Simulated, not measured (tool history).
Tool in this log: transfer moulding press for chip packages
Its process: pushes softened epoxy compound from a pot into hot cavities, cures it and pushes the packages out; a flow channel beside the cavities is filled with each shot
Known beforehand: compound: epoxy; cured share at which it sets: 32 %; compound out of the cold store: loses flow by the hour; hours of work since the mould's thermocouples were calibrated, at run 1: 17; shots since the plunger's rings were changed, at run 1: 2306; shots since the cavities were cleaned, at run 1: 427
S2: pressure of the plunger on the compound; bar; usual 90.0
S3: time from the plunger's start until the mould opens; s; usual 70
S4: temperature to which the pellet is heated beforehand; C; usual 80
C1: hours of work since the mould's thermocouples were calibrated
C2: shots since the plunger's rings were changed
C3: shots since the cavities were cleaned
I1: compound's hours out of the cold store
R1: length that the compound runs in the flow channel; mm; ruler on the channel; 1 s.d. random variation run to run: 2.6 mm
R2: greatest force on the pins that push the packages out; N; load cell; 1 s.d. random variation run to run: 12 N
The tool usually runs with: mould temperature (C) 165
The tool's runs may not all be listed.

{"run": 1, "hour": 0.0, "mould temperature (C)": 165, "S2": 90.0, "S3": 70, "S4": 80, "C1": 17, "C2": 2306, "C3": 427, "I1": 46.8, "R1": 767, "R2": 925}
{"hour": 3.3, "done": "cavities cleaned with cleaning compound and waxed"}
{"run": 2, "hour": 8.8, "mould temperature (C)": 165, "S2": 90.0, "S3": 70, "S4": 80, "C1": 21, "C2": 2417, "C3": 84, "I1": 34.4, "R1": 788, "R2": 1063}
{"run": 3, "hour": 18.3, "mould temperature (C)": 165, "S2": 90.0, "S3": 87, "S4": 80, "C1": 27, "C2": 2564, "C3": 231, "I1": 20.8, "R1": 812, "R2": 877}
{"hour": 27.6, "done": "cavities cleaned with cleaning compound and waxed, once more"}
{"run": 4, "hour": 27.6, "mould temperature (C)": 163, "S2": 90.0, "S3": 70, "S4": 80, "C1": 32, "C2": 2683, "C3": 0, "I1": 15.9, "R1": 825, "R2": 676}
{"run": 5, "hour": 35.1, "mould temperature (C)": 163, "S2": 90.0, "S3": 70, "S4": 80, "C1": 36, "C2": 2798, "C3": 115, "I1": 18.1, "R1": 823, "R2": 801}
{"run": 6, "hour": 42.7, "mould temperature (C)": 165, "S2": 92.9, "S3": 70, "S4": 80, "C1": 41, "C2": 2914, "C3": 231, "I1": 8.7, "R1": 846, "R2": 835}
{"run": 7, "hour": 50.8, "mould temperature (C)": 165, "S2": 92.9, "S3": 70, "S4": 80, "C1": 46, "C2": 3038, "C3": 355, "I1": 12.0, "R1": 836, "R2": 945}
{"run": 8, "hour": 56.0, "mould temperature (C)": 165, "S2": 96.0, "S3": 70, "S4": 80, "C1": 49, "C2": 3117, "C3": 434, "I1": 24.5, "R1": 823, "R2": 932}
{"hour": 58.3, "done": "cavities cleaned with cleaning compound and waxed"}
{"run": 9, "hour": 61.9, "mould temperature (C)": 165, "S2": 90.0, "S3": 70, "S4": 80, "C1": 51, "C2": 3185, "C3": 54, "I1": 29.4, "R1": 788, "R2": 651}
{"run": 10, "hour": 69.7, "mould temperature (C)": 165, "S2": 90.0, "S3": 70, "S4": 80, "C1": 56, "C2": 3305, "C3": 174, "I1": 45.5, "R1": 762, "R2": 763}
{"run": 11, "hour": 76.2, "mould temperature (C)": 165, "S2": 90.0, "S3": 70, "S4": 80, "C1": 60, "C2": 3404, "C3": 273, "I1": 47.5, "R1": 748, "R2": 826}
{"run": 12, "hour": 86.4, "mould temperature (C)": 165, "S2": 78.1, "S3": 64, "S4": 80, "C1": 66, "C2": 3560, "C3": 429, "I1": 19.2, "R1": 754, "R2": 1225}
{"hour": 89.7, "done": "cavities cleaned with cleaning compound and waxed"}
{"run": 13, "hour": 93.9, "mould temperature (C)": 166, "S2": 88.1, "S3": 89, "S4": 74, "C1": 70, "C2": 3652, "C3": 63, "I1": 31.9, "R1": 771, "R2": 491}
{"run": 14, "hour": 99.0, "mould temperature (C)": 165, "S2": 84.7, "S3": 70, "S4": 80, "C1": 73, "C2": 3731, "C3": 142, "I1": 28.3, "R1": 765, "R2": 749}
{"run": 15, "hour": 105.9, "mould temperature (C)": 165, "S2": 83.6, "S3": 70, "S4": 89, "C1": 77, "C2": 3837, "C3": 248, "I1": 42.9, "R1": 728, "R2": 766}
{"run": 16, "hour": 115.5, "mould temperature (C)": 164, "S2": 83.6, "S3": 62, "S4": 89, "C1": 83, "C2": 3983, "C3": 394, "I1": 40.4, "R1": 736, "R2": 1307}
{"hour": 120.9, "done": "cavities cleaned with cleaning compound and waxed"}
{"run": 17, "hour": 125.3, "mould temperature (C)": 164, "S2": 83.6, "S3": 62, "S4": 72, "C1": 88, "C2": 4111, "C3": 67, "I1": 9.9, "R1": 794, "R2": 1085}
{"run": 18, "hour": 130.6, "mould temperature (C)": 164, "S2": 90.0, "S3": 70, "S4": 70, "C1": 91, "C2": 4192, "C3": 148, "I1": 15.8, "R1": 815, "R2": 824}
{"run": 19, "hour": 140.9, "mould temperature (C)": 172, "S2": 70.4, "S3": 70, "S4": 81, "C1": 97, "C2": 4350, "C3": 306, "I1": 46.8, "R1": 649, "R2": 636}
{"hour": 151.7, "done": "cavities cleaned with cleaning compound and waxed"}
{"run": 20, "hour": 152.9, "mould temperature (C)": 172, "S2": 86.9, "S3": 70, "S4": 80, "C1": 104, "C2": 4511, "C3": 18, "I1": 18.5, "R1": 768, "R2": 473}
{"run": 21, "hour": 161.6, "mould temperature (C)": 165, "S2": 84.2, "S3": 69, "S4": 80, "C1": 109, "C2": 4643, "C3": 150, "I1": 42.8, "R1": 730, "R2": 775}
{"run": 22, "hour": 169.3, "mould temperature (C)": 165, "S2": 84.2, "S3": 69, "S4": 80, "C1": 114, "C2": 4762, "C3": 269, "I1": 41.6, "R1": 729, "R2": 872}

How would selected steps in R1 from run to run divide? Give the signed amount a tool lacking its hidden state would still show from settings, what came in and random variation, and the signed amount left for the hidden state, including any gauge scatter that is not in both of the compared results.
What the log doesn't record here: true mould temperature over the reading, C; pressure that reaches the compound, % of what is set; grip of the stained cavities, % over clean ones'; drift of the gauge itself on flow_mm, %; drift of the gauge itself on push_out_n, %.
Run 18 -> 19: mould temperature (C) 164 -> 172, S2 90.0 -> 70.4, S4 70 -> 81. R1 -166 mm: hidden state +6, all else -172.
Run 19 -> 20: S2 70.4 -> 86.9, S4 81 -> 80, cavities cleaned with cleaning compound and waxed. R1 +119 mm: hidden state -8, all else +127.

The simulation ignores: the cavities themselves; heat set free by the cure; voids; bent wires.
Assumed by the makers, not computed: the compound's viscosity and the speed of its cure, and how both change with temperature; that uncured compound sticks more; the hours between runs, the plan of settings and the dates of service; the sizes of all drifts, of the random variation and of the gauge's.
